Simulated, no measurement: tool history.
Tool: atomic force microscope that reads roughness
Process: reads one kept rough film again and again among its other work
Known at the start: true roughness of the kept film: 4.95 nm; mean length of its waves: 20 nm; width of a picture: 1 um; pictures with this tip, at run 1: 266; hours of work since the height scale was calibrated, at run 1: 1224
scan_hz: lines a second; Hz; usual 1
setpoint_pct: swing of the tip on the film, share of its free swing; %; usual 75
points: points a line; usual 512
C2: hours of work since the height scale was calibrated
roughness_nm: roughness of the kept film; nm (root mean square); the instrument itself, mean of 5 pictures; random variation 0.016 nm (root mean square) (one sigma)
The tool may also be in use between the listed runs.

run 1 hour=0 | scan_hz=1 setpoint_pct=75 points=512 | pictures_with_this_tip=266 C2=1224 | roughness_nm=2.514
run 2 hour=18.2 | scan_hz=1 setpoint_pct=75 points=512 | pictures_with_this_tip=301 C2=1238 | roughness_nm=2.417
-- hour=48.1 new tip fitted
run 3 hour=48.1 | scan_hz=3.12 setpoint_pct=75 points=512 | pictures_with_this_tip=0 C2=1261 | roughness_nm=3.438
run 4 hour=74.5 | scan_hz=3.12 setpoint_pct=75 points=512 | pictures_with_this_tip=50 C2=1282 | roughness_nm=3.155
run 5 hour=103.1 | scan_hz=1 setpoint_pct=75 points=537 | pictures_with_this_tip=105 C2=1304 | roughness_nm=3.203
run 6 hour=138.6 | scan_hz=1 setpoint_pct=75 points=626 | pictures_with_this_tip=174 C2=1332 | roughness_nm=2.885
run 7 hour=171.1 | scan_hz=1 setpoint_pct=75 points=734 | pictures_with_this_tip=236 C2=1357 | roughness_nm=2.67
run 8 hour=203.2 | scan_hz=1 setpoint_pct=58 points=734 | pictures_with_this_tip=298 C2=1382 | roughness_nm=2.568
run 9 hour=220.1 | scan_hz=1 setpoint_pct=58 points=734 | pictures_with_this_tip=330 C2=1396 | roughness_nm=2.462
-- hour=233.5 new tip fitted
run 10 hour=252.4 | scan_hz=1 setpoint_pct=58 points=734 | pictures_with_this_tip=36 C2=1421 | roughness_nm=3.649
run 11 hour=285.5 | scan_hz=1 setpoint_pct=58 points=734 | pictures_with_this_tip=100 C2=1447 | roughness_nm=3.288
run 12 hour=302.2 | scan_hz=1 setpoint_pct=75 points=512 | pictures_with_this_tip=132 C2=1460 | roughness_nm=2.982
run 13 hour=331.6 | scan_hz=1 setpoint_pct=75 points=512 | pictures_with_this_tip=188 C2=1483 | roughness_nm=2.778
run 14 hour=352.9 | scan_hz=1 setpoint_pct=75 points=512 | pictures_with_this_tip=229 C2=1499 | roughness_nm=2.651
run 15 hour=392.8 | scan_hz=1 setpoint_pct=75 points=512 | pictures_with_this_tip=306 C2=1531 | roughness_nm=2.426
-- hour=417.7 new tip fitted
run 16 hour=428.9 | scan_hz=0.85 setpoint_pct=75 points=512 | pictures_with_this_tip=21 C2=1559 | roughness_nm=3.608
run 17 hour=461.6 | scan_hz=1 setpoint_pct=75 points=950 | pictures_with_this_tip=84 C2=1584 | roughness_nm=3.229
run 18 hour=500.8 | scan_hz=1 setpoint_pct=75 points=609 | pictures_with_this_tip=159 C2=1615 | roughness_nm=2.908
run 19 hour=528.4 | scan_hz=1 setpoint_pct=75 points=609 | pictures_with_this_tip=212 C2=1636 | roughness_nm=2.717
run 20 hour=561 | scan_hz=1 setpoint_pct=75 points=512 | pictures_with_this_tip=275 C2=1662 | roughness_nm=2.498
run 21 hour=588.2 | scan_hz=0.79 setpoint_pct=75 points=512 | pictures_with_this_tip=327 C2=1683 | roughness_nm=2.358
-- hour=602.4 new tip fitted
run 22 hour=613.2 | scan_hz=0.79 setpoint_pct=75 points=512 | pictures_with_this_tip=21 C2=1703 | roughness_nm=3.687
run 23 hour=649.2 | scan_hz=0.79 setpoint_pct=75 points=512 | pictures_with_this_tip=90 C2=1731 | roughness_nm=3.274
run 24 hour=684.5 | scan_hz=0.79 setpoint_pct=75 points=512 | pictures_with_this_tip=158 C2=1758 | roughness_nm=2.988
run 25 hour=725.4 | scan_hz=0.79 setpoint_pct=75 points=512 | pictures_with_this_tip=237 C2=1790 | roughness_nm=2.687
run 26 hour=758.7 | scan_hz=0.79 setpoint_pct=75 points=512 | pictures_with_this_tip=301 C2=1817 | roughness_nm=2.473
-- hour=786.9 new tip fitted
run 27 hour=789.5 | scan_hz=0.79 setpoint_pct=75 points=512 | pictures_with_this_tip=5 C2=1840 | roughness_nm=3.774
run 28 hour=819.5 | scan_hz=0.79 setpoint_pct=75 points=512 | pictures_with_this_tip=62 C2=1864 | roughness_nm=3.44
run 29 hour=856.7 | scan_hz=0.79 setpoint_pct=75 points=512 | pictures_with_this_tip=134 C2=1893 | roughness_nm=3.119
run 30 hour=889.7 | scan_hz=0.79 setpoint_pct=75 points=512 | pictures_with_this_tip=197 C2=1919 | roughness_nm=2.863
run 31 hour=918.6 | scan_hz=0.72 setpoint_pct=76 points=300 | pictures_with_this_tip=253 C2=1941 | roughness_nm=2.574
run 32 hour=940.4 | scan_hz=0.72 setpoint_pct=76 points=300 | pictures_with_this_tip=295 C2=1959 | roughness_nm=2.486
-- hour=971.7 new tip fitted
run 33 hour=978.2 | scan_hz=3.88 setpoint_pct=74 points=421 | pictures_with_this_tip=12 C2=1988 | roughness_nm=3.265
run 34 hour=1006 | scan_hz=2.27 setpoint_pct=55 points=421 | pictures_with_this_tip=66 C2=2010 | roughness_nm=3.431
run 35 hour=1027 | scan_hz=1 setpoint_pct=77 points=512 | pictures_with_this_tip=106 C2=2026 | roughness_nm=3.152
run 36 hour=1049.2 | scan_hz=2.81 setpoint_pct=79 points=317 | pictures_with_this_tip=149 C2=2043 | roughness_nm=2.607
run 37 hour=1088.1 | scan_hz=2.81 setpoint_pct=79 points=317 | pictures_with_this_tip=223 C2=2074 | roughness_nm=2.365
run 38 hour=1105.3 | scan_hz=2.81 setpoint_pct=79 points=317 | pictures_with_this_tip=256 C2=2087 | roughness_nm=2.275
run 39 hour=1126.6 | scan_hz=3.03 setpoint_pct=68 points=907 | pictures_with_this_tip=297 C2=2104 | roughness_nm=2.368
-- hour=1156.7 new tip fitted
run 40 hour=1158.2 | scan_hz=1.22 setpoint_pct=75 points=467 | pictures_with_this_tip=3 C2=2128 | roughness_nm=3.753
run 41 hour=1199 | scan_hz=0.59 setpoint_pct=74 points=676 | pictures_with_this_tip=81 C2=2160 | roughness_nm=3.419
run 42 hour=1235.9 | scan_hz=0.78 setpoint_pct=62 points=513 | pictures_with_this_tip=152 C2=2189 | roughness_nm=3.095
run 43 hour=1276.7 | scan_hz=1 setpoint_pct=77 points=512 | pictures_with_this_tip=230 C2=2221 | roughness_nm=2.652
run 44 hour=1311.9 | scan_hz=3.09 setpoint_pct=75 points=455 | pictures_with_this_tip=298 C2=2249 | roughness_nm=2.217
-- hour=1342.9 new tip fitted
-- hour=1346.9 height scale calibrated on a step standard
run 45 hour=1351.5 | scan_hz=3.09 setpoint_pct=75 points=455 | pictures_with_this_tip=14 C2=4 | roughness_nm=3.252
run 46 hour=1379.3 | scan_hz=3.09 setpoint_pct=75 points=455 | pictures_with_this_tip=68 C2=25 | roughness_nm=2.985
run 47 hour=1398.2 | scan_hz=3.09 setpoint_pct=75 points=455 | pictures_with_this_tip=104 C2=40 | roughness_nm=2.815
run 48 hour=1421.3 | scan_hz=3.09 setpoint_pct=75 points=455 | pictures_with_this_tip=148 C2=58 | roughness_nm=2.654
run 49 hour=1448.9 | scan_hz=1.44 setpoint_pct=77 points=425 | pictures_with_this_tip=201 C2=80 | roughness_nm=2.631
run 50 hour=1487.4 | scan_hz=1.44 setpoint_pct=77 points=425 | pictures_with_this_tip=275 C2=110 | roughness_nm=2.383
run 51 hour=1506.5 | scan_hz=1.08 setpoint_pct=85 points=286 | pictures_with_this_tip=312 C2=125 | roughness_nm=2.228
-- hour=1528.7 new tip fitted
run 52 hour=1537.4 | scan_hz=1.08 setpoint_pct=85 points=286 | pictures_with_this_tip=16 C2=149 | roughness_nm=3.36
run 53 hour=1575.7 | scan_hz=2.47 setpoint_pct=63 points=408 | pictures_with_this_tip=90 C2=179 | roughness_nm=3.105

Some steps in roughness_nm between neighbouring runs. How much of each would the tool show without its hidden state too (settings, what came in, random variation), and how much is left for the hidden state, with any gauge scatter that isn't in both results?
The hidden state here: radius of the tip, nm; height scale over the true one, %; drift of the gauge itself on roughness_nm, %.
Run 2 -> 3: scan_hz 1 -> 3.12, new tip fitted. roughness_nm +1.021 nm (root mean square): hidden state +1.37, all else -0.349.
Run 21 -> 22: new tip fitted. roughness_nm +1.329 nm (root mean square): hidden state +1.287, all else +0.042.
Run 26 -> 27: new tip fitted. roughness_nm +1.301 nm (root mean square): hidden state +1.313, all else -0.012.
Run 39 -> 40: scan_hz 3.03 -> 1.22, setpoint_pct 68 -> 75, points 907 -> 467, new tip fitted. roughness_nm +1.385 nm (root mean square): hidden state +1.253, all else +0.132.
